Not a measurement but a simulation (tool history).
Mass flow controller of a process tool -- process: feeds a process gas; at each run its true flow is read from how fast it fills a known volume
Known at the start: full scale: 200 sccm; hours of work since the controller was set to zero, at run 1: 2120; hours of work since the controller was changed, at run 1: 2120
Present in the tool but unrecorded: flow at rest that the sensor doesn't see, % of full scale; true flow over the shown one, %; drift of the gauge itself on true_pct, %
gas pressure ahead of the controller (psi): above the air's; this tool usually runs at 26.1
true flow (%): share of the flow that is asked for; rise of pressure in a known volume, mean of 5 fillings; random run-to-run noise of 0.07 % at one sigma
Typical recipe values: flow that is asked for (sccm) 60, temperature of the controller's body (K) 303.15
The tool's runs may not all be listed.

run	hour	flow that is asked for (sccm)	gas pressure ahead of the controller (psi)	temperature of the controller's body (K)	hours of work since the controller was set to zero	hours of work since the controller was changed	true flow (%)
1	0.0	60	26.1	303.15	2120	2120	98.63
2	116.6	36	26.1	303.15	2157	2157	98.80
3	205.9	36	26.1	303.15	2186	2186	99.01
4	311.3	60	26.1	304.15	2219	2219	98.58
5	391.7	60	26.1	304.15	2245	2245	98.61
6	527.5	60	26.1	303.15	2288	2288	98.63
7	690.7	60	26.1	303.15	2339	2339	98.70
8	793.3	67	26.1	303.15	2372	2372	98.67
9	944.7	60	26.1	303.15	2420	2420	98.68
10	1119.1	74	26.1	303.15	2475	2475	98.60
11	1283.9	74	26.1	303.15	2528	2528	98.62
12	1394.0	74	26.1	303.15	2563	2563	98.64
13	1553.3	74	26.1	303.15	2613	2613	98.51
14	1723.5	27	26.1	303.15	2667	2667	99.69
15	1897.8	27	26.1	300.15	2723	2723	99.82
16	2051.6	60	26.1	293.15	2772	2772	98.99
17	2215.8	60	26.1	293.15	2824	2824	99.10
18	2365.2	60	26.1	293.15	2871	2871	99.05
19	2456.9	60	23.1	303.15	2900	2900	98.51
20	2575.6	60	23.5	303.15	2938	2938	98.73
21	2727.0	60	26.1	303.15	2986	2986	98.83
22	2854.0	27	22.3	298.15	3026	3026	99.85
23	3022.3	60	35.4	293.15	3080	3080	99.38
24	3104.9	60	35.4	293.15	3106	3106	99.49
# hour 3122.7: controller's zero set anew
25	3247.4	58	23.8	307.15	40	3151	99.13
26	3382.2	58	23.8	307.15	82	3194	99.17
27	3573.0	24	26.1	303.15	143	3254	101.38
28	3678.4	24	26.1	303.15	176	3288	101.43
# hour 3700.0: controller's zero set anew, once more
29	3829.4	40	27.1	299.15	41	3336	97.38
30	4015.5	66	37.9	310.15	100	3395	97.94
31	4110.4	132	33.6	301.15	130	3425	98.90
32	4250.0	174	30.6	303.15	175	3469	99.24
33	4391.4	59	31.8	305.15	220	3514	97.75
34	4586.0	59	29.3	305.15	281	3576	97.68
35	4764.9	21	38.1	298.15	338	3633	98.20
36	4852.1	62	23.8	303.15	366	3660	97.68
37	4973.5	67	27.7	303.15	404	3699	97.90
38	5061.2	67	27.7	303.15	432	3727	97.88
39	5213.6	87	31.5	308.15	481	3775	98.10
40	5390.8	95	27.8	294.15	537	3831	98.27
41	5588.5	39	29.9	293.15	600	3894	97.94

3 options for the next run, each taken on its own from the tool as it stands now. Forecast them:
A	5748.9	66	29.9	298.15	651	3945	?
B	5748.9	63	29.9	293.15	651	3945	?
C	5748.9	60	21.8	303.15	651	3945	?

run	true flow (%)
A	98.08
B	98.05
C	97.69
With no hidden state in the tool, these same runs would have given:
run	true flow (%)
A	98.12
B	98.08
C	97.71
